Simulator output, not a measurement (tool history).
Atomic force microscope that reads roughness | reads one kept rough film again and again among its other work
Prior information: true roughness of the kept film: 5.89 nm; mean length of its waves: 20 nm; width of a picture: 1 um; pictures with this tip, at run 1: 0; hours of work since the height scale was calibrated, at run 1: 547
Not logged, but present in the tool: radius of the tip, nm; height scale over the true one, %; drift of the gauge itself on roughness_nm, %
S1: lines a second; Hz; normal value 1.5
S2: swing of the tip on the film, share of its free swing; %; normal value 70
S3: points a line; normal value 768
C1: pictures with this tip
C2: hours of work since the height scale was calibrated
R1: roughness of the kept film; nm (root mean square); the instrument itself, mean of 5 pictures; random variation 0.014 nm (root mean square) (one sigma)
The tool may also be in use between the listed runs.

run	hour	S1	S2	S3	C1	C2	R1
1	0	1.5	70	768	0	547	3.333
2	81.2	1.5	70	768	107	598	2.262
3	119	1.5	70	768	157	622	1.928
# hour 147.9: new tip fitted
4	172.9	1.5	70	768	33	655	2.97
5	212.5	1.5	70	768	86	680	2.458
6	290.6	1.5	70	768	190	729	1.809
# hour 295.3: new tip fitted
7	349.3	0.76	70	768	72	765	2.561
8	414	1.5	70	768	158	806	1.906
# hour 441.2: new tip fitted
9	453.5	1.5	62	768	16	830	3.304
# hour 461.1: height scale calibrated on a step standard
10	488.9	1.5	62	768	62	17	2.725
11	534.9	0.55	70	768	123	46	2.277
# hour 590.6: new tip fitted
12	609.3	0.55	70	768	25	93	3.168
# hour 643.9: height scale calibrated on a step standard, once more
13	680.4	1.03	75	444	118	23	2.134
# hour 736.2: new tip fitted
14	757.1	1.5	57	537	27	71	3.181
15	815.8	1.5	57	537	105	107	2.365
16	879.3	1.34	70	768	189	147	1.809
# hour 885.3: new tip fitted
17	932.1	1.34	70	768	62	180	2.627
18	966	3.25	70	414	107	201	1.994
19	1029.6	1.91	64	861	191	241	1.755
# hour 1034.8: new tip fitted
20	1094.8	2.24	61	297	80	282	2.417
21	1154.3	1.76	89	295	159	319	1.612

Had the tool no unlogged condition, and each run kept its random variation, what would the results have been?
run	R1
1	3.396
2	3.419
3	3.429
4	3.418
5	3.407
6	3.427
7	3.538
8	3.416
9	3.532
10	3.535
11	3.601
12	3.592
13	3.434
14	3.556
15	3.553
16	3.429
17	3.42
18	3.072
19	3.439
20	3.373
21	2.861
